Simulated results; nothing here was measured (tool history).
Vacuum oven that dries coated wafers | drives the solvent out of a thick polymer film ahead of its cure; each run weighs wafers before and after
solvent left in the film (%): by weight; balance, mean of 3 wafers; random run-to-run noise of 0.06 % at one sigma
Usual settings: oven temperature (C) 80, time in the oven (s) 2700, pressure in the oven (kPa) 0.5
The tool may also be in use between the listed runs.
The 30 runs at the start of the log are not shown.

run	hour	oven temperature (C)	time in the oven (s)	pressure in the oven (kPa)	solvent left in the film (%)
31	404.8	80	2340	1.649	5.86
# hour 424.9: oven's thermocouples calibrated, once more
32	425.8	80	2340	1.649	5.54
33	433.9	80	2340	1.649	5.54
34	450.8	80	2340	1.649	5.34
35	459.5	70	4560	0.5	3.56
36	474.3	80	2700	0.407	3.41
37	483.5	94	3480	0.5	0.81
38	493.7	77	1320	0.293	7.61
39	505.1	80	2700	0.826	3.93
40	516.1	79	2700	0.968	4.31
41	531	79	2700	0.968	4.29
42	547.7	89	4380	0.496	0.95
43	560.8	84	4380	0.496	1.32
44	577.2	84	4380	0.496	1.41
45	596	80	4020	0.297	1.84
46	605	68	4620	0.433	3.92
47	621.3	91	2400	0.5	2.02

What if the next run were any one of these 3? Each begins from the tool's condition after run 47:
A	629.4	79	2400	0.5	?
B	629.4	82	2700	1.675	?
C	629.4	91	1500	0.921	?

run	solvent left in the film (%)
A	4.39
B	4.27
C	4.16
With no hidden state in the tool, these same runs would have given:
run	solvent left in the film (%)
A	4.06
B	3.95
C	3.93

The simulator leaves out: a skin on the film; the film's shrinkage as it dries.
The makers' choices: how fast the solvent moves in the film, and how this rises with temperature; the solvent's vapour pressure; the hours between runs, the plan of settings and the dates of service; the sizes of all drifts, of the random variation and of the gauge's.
